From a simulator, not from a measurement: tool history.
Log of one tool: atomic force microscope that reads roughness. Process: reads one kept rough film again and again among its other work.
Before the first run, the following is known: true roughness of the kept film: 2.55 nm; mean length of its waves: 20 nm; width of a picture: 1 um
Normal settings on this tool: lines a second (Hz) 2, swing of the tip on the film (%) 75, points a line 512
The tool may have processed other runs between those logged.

run   hour  lines a second (Hz)  swing of the tip on the film (%)  points a line  roughness of the kept film (nm (root mean square))
  1      0                    2                                75            512                                               1.329
      19.7  -- new tip fitted
  2   43.3                    2                                75            512                                               1.565
  3   75.1                    2                                75            512                                               1.389
       101  -- new tip fitted
  4  117.2                    2                                75            512                                               1.623
  5  155.7                    2                                75            512                                               1.398
  6  174.9                    2                                75            512                                               1.302
     181.8  -- new tip fitted
  7  211.5                    2                                75            512                                               1.552
  8  246.7                    2                                77            512                                               1.324
     262.4  -- new tip fitted
  9  271.1                    2                                77            512                                               1.673
 10  295.7                    2                                77            512                                               1.495
 11  334.4                 0.65                                69            700                                               1.404
     343.2  -- new tip fitted
 12  354.9                 1.61                                75            631                                               1.742
 13  382.1                 1.61                                75            631                                               1.521
 14  412.8                 2.71                                75            631                                               1.279
       424  -- new tip fitted
 15  458.5                 0.97                                77            616                                               1.551

Consider 3 possible next runs. They are alternatives, not a sequence: every one starts from the tool as it was left by run 15. What does each give?
  A  501.3                 3.63                                71            591                                                   ?
  B  501.3                 0.56                                60            428                                                   ?
  C  501.3                 1.08                                74            476                                                   ?

run  roughness of the kept film (nm (root mean square))
  A                                               1.197
  B                                               1.358
  C                                               1.302
Take away the tool's hidden state, keep each run's random variation, and the runs would have read:
run  roughness of the kept film (nm (root mean square))
  A                                               1.746
  B                                               1.984
  C                                               1.901
